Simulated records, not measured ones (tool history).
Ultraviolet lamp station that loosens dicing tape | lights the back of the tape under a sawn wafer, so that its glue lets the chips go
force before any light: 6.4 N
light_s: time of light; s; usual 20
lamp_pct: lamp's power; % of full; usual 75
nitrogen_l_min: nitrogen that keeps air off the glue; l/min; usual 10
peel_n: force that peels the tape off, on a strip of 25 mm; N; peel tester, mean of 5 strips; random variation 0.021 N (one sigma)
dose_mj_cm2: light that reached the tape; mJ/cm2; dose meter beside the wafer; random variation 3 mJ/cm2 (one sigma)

| run | day | light_s | lamp_pct | nitrogen_l_min | peel_n | dose_mj_cm2 |
|---|---|---|---|---|---|---|
| 1 | 0 | 20 | 75 | 10 | 1.259 | 387 |
| 2 | 0.379 | 20 | 75 | 10 | 1.281 | 394 |
| 3 | 0.6 | 20 | 75 | 10 | 1.251 | 388 |
| 4 | 1.062 | 20 | 62 | 10 | 1.663 | 323 |
| 5 | 1.371 | 20 | 62 | 10 | 1.693 | 316 |
| 6 | 1.692 | 20 | 62 | 10 | 1.66 | 322 |
| 7 | 2.021 | 12 | 75 | 6 | 2.827 | 230 |
|  | 2.088 | window cleaned of glue's vapour |
| 8 | 2.296 | 17 | 83 | 15 | 1.336 | 355 |
| 9 | 2.65 | 17 | 83 | 15 | 1.292 | 352 |

The next listed run, before its measurement:
| 10 | 3.062 | 17 | 83 | 15 | ? | ? |

Run 10 gave peel_n 1.322 N, dose_mj_cm2 351 mJ/cm2.
Without the tool's hidden state the same run would have given peel_n 0.977 N, dose_mj_cm2 429 mJ/cm2.

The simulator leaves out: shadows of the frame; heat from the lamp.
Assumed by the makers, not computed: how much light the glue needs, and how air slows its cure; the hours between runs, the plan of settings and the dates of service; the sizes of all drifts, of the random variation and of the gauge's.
